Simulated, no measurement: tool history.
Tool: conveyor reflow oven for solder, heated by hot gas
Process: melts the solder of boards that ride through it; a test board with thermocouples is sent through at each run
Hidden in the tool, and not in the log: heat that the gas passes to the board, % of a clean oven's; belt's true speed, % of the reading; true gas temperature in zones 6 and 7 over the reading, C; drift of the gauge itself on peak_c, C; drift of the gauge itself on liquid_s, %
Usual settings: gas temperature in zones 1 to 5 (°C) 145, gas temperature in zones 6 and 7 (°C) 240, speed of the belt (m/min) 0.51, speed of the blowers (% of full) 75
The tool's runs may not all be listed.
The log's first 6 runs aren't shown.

| run | hour | gas temperature in zones 1 to 5 (°C) | gas temperature in zones 6 and 7 (°C) | speed of the belt (m/min) | speed of the blowers (% of full) | hours of work since the flux was cleaned out | hours of work since the belt drive was overhauled | hours of work since the thermocouples were changed | highest temperature of the board (°C) | time above the solder's melting point (s) |
|---|---|---|---|---|---|---|---|---|---|---|
| 7 | 57 | 145 | 240 | 0.454 | 75 | 28 | 277 | 975 | 228.7 | 82.4 |
| 8 | 71.5 | 145 | 240 | 0.454 | 75 | 35 | 283 | 982 | 229.3 | 82.2 |
| 9 | 83.7 | 151 | 240 | 0.51 | 75 | 41 | 289 | 988 | 226.6 | 74 |
|  | 94 | thermocouples of zones 6 and 7 changed |
| 10 | 101.3 | 151 | 240 | 0.51 | 75 | 48 | 296 | 3 | 224.1 | 72.5 |
| 11 | 109.4 | 151 | 240 | 0.503 | 75 | 51 | 300 | 7 | 224.3 | 74.3 |
| 12 | 127.4 | 145 | 240 | 0.51 | 75 | 60 | 308 | 15 | 222.8 | 69.2 |
| 13 | 143 | 145 | 240 | 0.51 | 75 | 67 | 315 | 22 | 222.9 | 68.8 |
| 14 | 157.9 | 145 | 240 | 0.51 | 75 | 73 | 322 | 29 | 223.1 | 69.3 |
| 15 | 176.8 | 145 | 240 | 0.51 | 75 | 82 | 330 | 38 | 223.1 | 69.1 |
| 16 | 189.1 | 145 | 240 | 0.51 | 75 | 88 | 336 | 43 | 223 | 69.7 |
| 17 | 205.8 | 151 | 234 | 0.427 | 62 | 95 | 344 | 51 | 221.4 | 84.7 |
| 18 | 223.7 | 151 | 244 | 0.427 | 73 | 104 | 352 | 59 | 232.2 | 92.5 |
| 19 | 241.4 | 141 | 241 | 0.51 | 59 | 112 | 360 | 67 | 219.2 | 64.1 |
|  | 247.4 | flux residue cleaned out of gas plates and filters |
| 20 | 266.3 | 149 | 230 | 0.416 | 59 | 9 | 369 | 76 | 217.3 | 83 |
| 21 | 282.5 | 149 | 230 | 0.416 | 59 | 16 | 376 | 84 | 217.3 | 82.8 |
| 22 | 300.3 | 142 | 229 | 0.413 | 59 | 24 | 384 | 92 | 215.4 | 77.7 |
| 23 | 317.7 | 142 | 229 | 0.413 | 59 | 32 | 392 | 100 | 215.4 | 77.9 |
| 24 | 336.6 | 150 | 240 | 0.421 | 50 | 41 | 401 | 108 | 223.9 | 87.4 |
|  | 345.4 | flux residue cleaned out of gas plates and filters, once more |
| 25 | 357.6 | 150 | 240 | 0.421 | 50 | 6 | 408 | 116 | 224.4 | 88.1 |
| 26 | 371.1 | 150 | 240 | 0.421 | 50 | 12 | 414 | 122 | 224.8 | 88.3 |
| 27 | 383.4 | 156 | 231 | 0.446 | 87 | 17 | 420 | 127 | 222.5 | 86.2 |
| 28 | 399.5 | 156 | 231 | 0.446 | 87 | 25 | 427 | 135 | 222.3 | 86.1 |
| 29 | 407.6 | 145 | 255 | 0.522 | 89 | 28 | 431 | 138 | 239 | 77 |
| 30 | 418.7 | 145 | 240 | 0.443 | 60 | 33 | 436 | 143 | 224.9 | 82.2 |

3 ways to go on from here, each from the tool as it stands after run 30. What would each give?
| A | 427.8 | 150 | 240 | 0.513 | 60 | 38 | 440 | 148 | ? | ? |
| B | 427.8 | 145 | 246 | 0.51 | 73 | 38 | 440 | 148 | ? | ? |
| C | 427.8 | 145 | 240 | 0.48 | 60 | 38 | 440 | 148 | ? | ? |

| run | highest temperature of the board (°C) | time above the solder's melting point (s) |
|---|---|---|
| A | 220.8 | 68.7 |
| B | 228.4 | 73.2 |
| C | 222.1 | 72.9 |
Without the tool's hidden state the same runs would have given:
| run | highest temperature of the board (°C) | time above the solder's melting point (s) |
|---|---|---|
| A | 220.6 | 67.8 |
| B | 228.2 | 72.3 |
| C | 221.9 | 72 |

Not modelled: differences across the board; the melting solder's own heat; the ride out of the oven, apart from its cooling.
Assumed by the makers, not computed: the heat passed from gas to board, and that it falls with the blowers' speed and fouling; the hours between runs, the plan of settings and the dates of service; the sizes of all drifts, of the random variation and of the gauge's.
